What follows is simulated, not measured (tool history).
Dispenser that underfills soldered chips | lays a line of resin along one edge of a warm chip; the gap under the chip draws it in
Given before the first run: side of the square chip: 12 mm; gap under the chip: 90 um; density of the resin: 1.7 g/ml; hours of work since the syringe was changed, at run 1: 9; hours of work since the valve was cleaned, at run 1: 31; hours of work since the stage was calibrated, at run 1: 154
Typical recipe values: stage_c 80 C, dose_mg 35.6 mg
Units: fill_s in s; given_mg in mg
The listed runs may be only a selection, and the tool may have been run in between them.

run,hour,stage_c,dose_mg,hours of work since the syringe was changed,hours of work since the valve was cleaned,hours of work since the stage was calibrated,fill_s,given_mg
1,0.0,80,35.6,9,31,154,41.4,34.45
2,2.9,80,35.6,11,33,156,45.9,34.11
# hour 3.7: new syringe of resin
3,7.0,80,35.6,3,36,159,31.5,34.55
4,9.6,80,35.6,5,38,161,34.3,34.33
5,14.7,80,35.6,9,42,165,41.8,34.26
# hour 18.6: new syringe of resin
6,20.3,80,35.6,1,46,169,30.4,34.02
7,24.2,80,35.6,4,49,172,34.8,33.81
8,28.0,80,35.6,7,52,175,39.8,33.93
9,31.7,80,35.6,10,55,178,45.1,33.81
# hour 33.2: new syringe of resin
10,35.5,89,35.6,2,58,181,22.0,33.84
11,41.0,89,35.6,6,62,185,28.4,33.65
12,44.9,80,35.6,9,65,188,43.2,33.34
# hour 47.8: new syringe of resin
13,51.3,80,41.8,3,70,193,29.3,38.93
14,54.3,82,39.3,5,72,195,33.0,36.76
# hour 55.7: dispensing valve cleaned and set on the balance
15,59.7,82,35.6,9,3,198,37.3,35.43
16,62.1,71,35.0,10,5,200,60.3,34.76
# hour 63.5: new syringe of resin
17,68.0,90,42.2,4,9,205,23.3,41.73
18,71.2,80,30.3,6,12,207,38.2,29.80
19,74.7,92,35.6,9,15,210,28.1,34.99
# hour 78.3: new syringe of resin
20,79.3,81,35.6,1,18,213,27.3,34.92
21,84.4,81,35.6,5,22,217,32.4,34.65
22,90.4,69,32.1,9,27,222,63.2,30.84
# hour 93.2: new syringe of resin
23,95.7,69,32.1,2,31,226,44.4,31.09
24,101.2,69,32.1,6,35,230,55.5,30.77
25,106.2,69,32.1,10,39,234,66.0,30.75
# hour 107.8: new syringe of resin
26,109.1,81,34.9,1,41,236,27.5,33.42

Below, each run's measurement less what the same run would have read without the hidden state. Both values contain the same run-to-run variation, but the gauge's scatter may not be the same in both:
Hidden conditions of the tool in this case: resin's viscosity, % of fresh resin's; dose that the valve gives, % of what is set; true chip temperature over the reading, C; drift of the gauge itself on fill_s, %; drift of the gauge itself on given_mg, %.
run,fill_s,given_mg
1,+12.7,-1.03
2,+17.3,-1.11
3,+2.6,-1.22
4,+5.8,-1.29
5,+12.8,-1.41
6,+1.0,-1.53
7,+5.6,-1.63
8,+10.7,-1.73
9,+16.3,-1.84
10,+1.3,-1.93
11,+6.4,-2.07
12,+14.4,-2.17
13,+2.1,-2.72
14,+5.6,-2.66
15,+10.8,-0.22
16,+21.0,-0.27
17,+3.0,-0.51
18,+8.4,-0.44
19,+8.8,-0.60
20,-0.4,-0.73
21,+5.2,-0.86
22,+20.5,-0.89
23,+1.4,-1.01
24,+11.4,-1.14
25,+22.6,-1.26
26,-0.1,-1.43
